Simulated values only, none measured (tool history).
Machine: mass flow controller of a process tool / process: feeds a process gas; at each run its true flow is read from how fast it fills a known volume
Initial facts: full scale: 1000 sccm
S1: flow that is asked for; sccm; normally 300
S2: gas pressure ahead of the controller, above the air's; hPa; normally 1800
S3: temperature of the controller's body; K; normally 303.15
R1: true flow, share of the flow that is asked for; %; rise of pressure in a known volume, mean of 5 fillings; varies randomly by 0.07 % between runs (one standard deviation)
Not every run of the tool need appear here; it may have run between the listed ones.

Run 1, hour 0: usual settings. Result: R1 98.02 %.
Run 2, hour 164.9: usual settings. Result: R1 98.01 %.
Run 3, hour 351.4: usual settings. Result: R1 98.09 %.
Run 4, hour 572.2: usual settings. Result: R1 98.01 %.
Run 5, hour 926.6: usual settings. Result: R1 98.2 %.
Run 6, hour 1258.7: usual settings. Result: R1 98.35 %.
Run 7, hour 1506.6: usual settings. Result: R1 98.28 %.
Run 8, hour 1726.3: usual settings. Result: R1 98.36 %.
Run 9, hour 1937.4: usual settings. Result: R1 98.36 %.
Run 10, hour 2215.6: usual settings but S3 311.15 K. Result: R1 98.96 %.
Run 11, hour 2503.5: usual settings. Result: R1 98.61 %.
Run 12, hour 2690.4: usual settings. Result: R1 98.57 %.
Run 13, hour 2937.7: usual settings. Result: R1 98.74 %.
Run 14, hour 3265.1: usual settings but S2 2060 hPa. Result: R1 99.05 %.
At hour 3399.1: gauge calibrated.
Run 15, hour 3532.9: usual settings but S2 2060 hPa. Result: R1 98.09 %.
Run 16, hour 3759.1: usual settings but S2 2060 hPa. Result: R1 98.2 %.
Run 17, hour 3945.7: usual settings but S2 2060 hPa. Result: R1 98.31 %.
Run 18, hour 4104.8: usual settings but S2 2060 hPa. Result: R1 98.24 %.
Run 19, hour 4448.3: usual settings but S2 2060 hPa. Result: R1 98.32 %.
Run 20, hour 4620.9: usual settings but S2 2060 hPa. Result: R1 98.38 %.
Run 21, hour 4807.7: usual settings but S2 2060 hPa. Result: R1 98.42 %.
Run 22, hour 5001.9: usual settings. Result: R1 98.34 %.
Run 23, hour 5342.4: usual settings. Result: R1 98.4 %.
Run 24, hour 5642.3: usual settings. Result: R1 98.6 %.
Run 25, hour 5901.5: usual settings but S1 242 sccm. Result: R1 98.39 %.
Run 26, hour 6251.4: usual settings but S1 157 sccm, S2 2190 hPa, S3 311.15 K. Result: R1 98.74 %.
Run 27, hour 6535.4: usual settings but S1 157 sccm, S2 2190 hPa, S3 311.15 K. Result: R1 99.02 %.
Run 28, hour 6864.7: usual settings but S1 652 sccm, S2 2530 hPa. Result: R1 100.28 %.
Run 29, hour 7103.8: usual settings but S1 370 sccm. Result: R1 99.12 %.
Run 30, hour 7426.2: usual settings but S1 572 sccm, S2 2180 hPa, S3 293.15 K. Result: R1 99.49 %.
At hour 7642.7: gauge calibrated.
Run 31, hour 7651.7: usual settings but S1 572 sccm, S2 2180 hPa, S3 293.15 K. Result: R1 98.32 %.
Run 32, hour 7948: usual settings but S1 572 sccm, S2 2180 hPa, S3 293.15 K. Result: R1 98.45 %.
Run 33, hour 8162.3: usual settings but S1 572 sccm, S2 2180 hPa, S3 293.15 K. Result: R1 98.56 %.
Run 34, hour 8477.3: usual settings but S1 128 sccm, S2 2630 hPa, S3 302.15 K. Result: R1 97.88 %.
Run 35, hour 8756.5: usual settings but S1 128 sccm, S2 2630 hPa, S3 302.15 K. Result: R1 98 %.
Run 36, hour 9099.7: usual settings but S1 128 sccm, S2 2630 hPa, S3 302.15 K. Result: R1 97.96 %.
Run 37, hour 9302.2: usual settings but S1 128 sccm, S2 2630 hPa, S3 302.15 K. Result: R1 98.14 %.
Run 38, hour 9594.4: usual settings but S1 128 sccm, S2 2630 hPa, S3 302.15 K. Result: R1 98.15 %.
Run 39, hour 9749.3: usual settings but S1 312 sccm, S2 2180 hPa, S3 298.15 K. Result: R1 98.45 %.
Run 40, hour 10006.6: usual settings but S1 187 sccm, S2 1440 hPa, S3 293.15 K. Result: R1 97.47 %.
Run 41, hour 10293: usual settings but S1 726 sccm, S2 1430 hPa, S3 294.15 K. Result: R1 99.24 %.
Run 42, hour 10629.3: usual settings but S1 158 sccm, S2 1710 hPa. Result: R1 98.24 %.
Run 43, hour 10858.1: usual settings but S1 158 sccm, S2 2420 hPa, S3 294.15 K. Result: R1 98.17 %.
Run 44, hour 11024.6: usual settings but S2 1980 hPa. Result: R1 98.98 %.
Run 45, hour 11233.8: usual settings but S3 311.15 K. Result: R1 99.41 %.
Run 46, hour 11434.3: usual settings but S1 163 sccm, S2 2090 hPa, S3 306.15 K. Result: R1 98.79 %.

Forecast run 47:
Run 47, hour 11585.5: usual settings but S1 163 sccm, S2 2090 hPa, S3 306.15 K. Result: R1 ?.

For run 47 the tool returned R1 98.84 %.
The same run, on a tool lacking any hidden state, would have yielded R1 97.85 %.
